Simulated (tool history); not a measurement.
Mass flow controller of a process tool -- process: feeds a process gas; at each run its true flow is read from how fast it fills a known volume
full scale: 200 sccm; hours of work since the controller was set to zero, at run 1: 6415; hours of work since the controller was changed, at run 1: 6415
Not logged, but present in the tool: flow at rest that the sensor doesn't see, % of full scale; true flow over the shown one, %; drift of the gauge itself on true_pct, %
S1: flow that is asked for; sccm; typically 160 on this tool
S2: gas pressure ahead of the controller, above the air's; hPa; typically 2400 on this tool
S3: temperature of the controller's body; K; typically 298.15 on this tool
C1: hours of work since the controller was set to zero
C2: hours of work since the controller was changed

Run 1, hour 0: usual settings; C1 6415; C2 6415. Result: true flow (%) 99.55.
Run 2, hour 349.4: usual settings but S2 2290 hPa; C1 6634; C2 6634. Result: true flow (%) 99.51.
At hour 586.8: controller exchanged for a calibrated one.
Run 3, hour 645.4: usual settings but S2 2290 hPa; C1 37; C2 37. Result: true flow (%) 99.45.
Run 4, hour 1077.1: usual settings but S2 2290 hPa; C1 308; C2 308. Result: true flow (%) 99.51.
Run 5, hour 1591.7: usual settings but S1 71 sccm; C1 631; C2 631. Result: true flow (%) 98.2.
Run 6, hour 1896: usual settings but S1 71 sccm; C1 822; C2 822. Result: true flow (%) 98.16.
Run 7, hour 2307.3: usual settings but S1 71 sccm; C1 1080; C2 1080. Result: true flow (%) 98.22.
Run 8, hour 2619.1: usual settings but S1 71 sccm, S3 299.15 K; C1 1276; C2 1276. Result: true flow (%) 98.05.
Run 9, hour 3023: usual settings but S1 179 sccm; C1 1529; C2 1529. Result: true flow (%) 99.88.
Run 10, hour 3350.3: usual settings but S2 1710 hPa; C1 1735; C2 1735. Result: true flow (%) 99.1.
Run 11, hour 3579.2: usual settings but S2 1710 hPa; C1 1878; C2 1878. Result: true flow (%) 99.19.
Run 12, hour 4034.3: usual settings but S2 1710 hPa; C1 2164; C2 2164. Result: true flow (%) 99.18.
Run 13, hour 4361.6: usual settings but S2 2160 hPa, S3 301.15 K; C1 2369; C2 2369. Result: true flow (%) 99.15.
Run 14, hour 4737.6: usual settings but S1 86 sccm, S2 2110 hPa; C1 2605; C2 2605. Result: true flow (%) 98.27.
Run 15, hour 5063: usual settings but S2 2580 hPa, S3 305.15 K; C1 2810; C2 2810. Result: true flow (%) 99.03.
Run 16, hour 5283.1: usual settings but S1 47 sccm, S2 2370 hPa, S3 297.15 K; C1 2948; C2 2948. Result: true flow (%) 97.82.
Run 17, hour 5720: usual settings but S1 82 sccm, S2 1760 hPa, S3 299.15 K; C1 3222; C2 3222. Result: true flow (%) 97.94.
Run 18, hour 6179.9: usual settings but S1 82 sccm, S2 1760 hPa, S3 299.15 K; C1 3511; C2 3511. Result: true flow (%) 97.88.
Run 19, hour 6549.7: usual settings but S1 120 sccm, S2 1730 hPa, S3 299.15 K; C1 3743; C2 3743. Result: true flow (%) 98.45.
Run 20, hour 7092.2: usual settings but S1 26 sccm, S2 2280 hPa, S3 303.15 K; C1 4083; C2 4083. Result: true flow (%) 97.
Run 21, hour 7616.6: usual settings but S1 28 sccm, S2 1920 hPa; C1 4413; C2 4413. Result: true flow (%) 97.26.
Run 22, hour 7926.1: usual settings but S1 28 sccm, S2 1980 hPa; C1 4607; C2 4607. Result: true flow (%) 97.39.
Run 23, hour 8395.8: usual settings but S1 28 sccm, S2 1980 hPa; C1 4902; C2 4902. Result: true flow (%) 97.37.
Run 24, hour 8911.4: usual settings but S1 61 sccm, S2 2310 hPa, S3 307.15 K; C1 5225; C2 5225. Result: true flow (%) 97.18.

Hidden state at the last listed run before each entry between runs and at the first one after, where it differs:
Between runs 2 and 3: controller exchanged for a calibrated one (hour 586.8)
  flow at rest that the sensor doesn't see, % of full scale: 0.01 -> 0; true flow over the shown one, %: -0.04 -> 0
